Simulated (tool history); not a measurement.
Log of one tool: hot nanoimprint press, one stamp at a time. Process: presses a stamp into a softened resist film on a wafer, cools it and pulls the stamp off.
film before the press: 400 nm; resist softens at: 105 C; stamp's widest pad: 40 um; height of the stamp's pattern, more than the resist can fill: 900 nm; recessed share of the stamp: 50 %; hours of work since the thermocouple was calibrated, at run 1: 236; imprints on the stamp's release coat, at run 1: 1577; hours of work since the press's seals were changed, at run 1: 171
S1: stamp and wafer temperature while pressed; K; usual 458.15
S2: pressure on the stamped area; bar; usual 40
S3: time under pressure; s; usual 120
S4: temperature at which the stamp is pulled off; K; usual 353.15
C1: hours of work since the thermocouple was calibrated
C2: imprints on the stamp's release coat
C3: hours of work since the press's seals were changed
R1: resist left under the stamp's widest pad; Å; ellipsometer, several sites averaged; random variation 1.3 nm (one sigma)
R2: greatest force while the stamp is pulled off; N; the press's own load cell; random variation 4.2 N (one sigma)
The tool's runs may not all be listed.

run   hour      S1    S2   S3      S4   C1    C2   C3    R1   R2
  1      0  458.15    40  120  353.15  236  1577  171  1922  207
  2    6.1  458.15    40  120  353.15  240  1598  175  1898  198
  3   11.4  458.15    40  120  353.15  244  1616  179  1920  211
  4   19.1  458.15    40  120  353.15  249  1642  184  1928  200
  5   25.2  458.15    40  120  353.15  254  1663  188  1939  201
  6   31.3  458.15    40  120  353.15  258  1684  193  1914  201
  7   40.3  458.15    40  120  353.15  265  1715  199  1940  211
  8   49.3  456.15    40  120  353.15  271  1745  206  2087  205
  9   53.7  456.15    40  120  353.15  274  1760  209  2084  211
 10   58.1  458.15    40  120  353.15  277  1775  212  1922  205
 11   66.7  458.15    40  120  353.15  283  1804  218  1931  207
 12     74  462.15    40  120  353.15  289  1829  223  1650  207
 13   79.6  462.15    40  120  353.15  293  1848  227  1649  198
 14   87.2  462.15    40  120  353.15  298  1874  233  1650  207
 15   96.1  462.15    40  120  353.15  304  1905  239  1637  201
     109.6  -- stamp cleaned and given a new release coat
 16  111.8  462.15    40  120  353.15  311     8  246  1638  205
 17  116.2  458.15  53.5  120  353.15  314    23  249  1656  203
 18  122.5  458.15    40   95  350.15  319    45  254  2061  211
 19  129.2  458.15    40   95  350.15  324    67  258  2082  223
 20  138.7  458.15    40   95  350.15  330   100  265  2074  221
 21  145.2  458.15    40   95  350.15  335   122  270  2088  224
 22  149.7  458.15    40  169  353.15  338   137  273  1732  198
 23  155.3  458.15    40  147  359.15  342   156  277  1797  165
 24  161.1  449.15  27.3  120  360.15  346   176  281  3077  162
 25    166  460.15  27.3  120  338.15  350   193  284  2150  280
 26  170.4  458.15    40  120  344.15  353   208  288  1928  256
 27  176.3  458.15    40  120  344.15  357   228  292  1937  243
 28  185.4  458.15  62.2  194  353.15  364   259  298  1291  207
 29  190.4  458.15  62.2  194  353.15  367   276  302  1287  202
 30  199.8  458.15  62.2  194  353.15  374   308  309  1266  194

3 ways to go on from here, each from the tool as it stands after run 30. What would each give?
  A  204.3  454.15    40  122  345.15  377  323  312   ?   ?
  B  204.3  460.15  52.4  194  352.15  377  323  312   ?   ?
  C  204.3  458.15  55.5  196  353.15  377  323  312   ?   ?

run    R1   R2
  A  2206  252
  B  1298  210
  C  1346  210
Without the tool's hidden state the same runs would have given:
run    R1   R2
  A  2203  251
  B  1296  209
  C  1344  210

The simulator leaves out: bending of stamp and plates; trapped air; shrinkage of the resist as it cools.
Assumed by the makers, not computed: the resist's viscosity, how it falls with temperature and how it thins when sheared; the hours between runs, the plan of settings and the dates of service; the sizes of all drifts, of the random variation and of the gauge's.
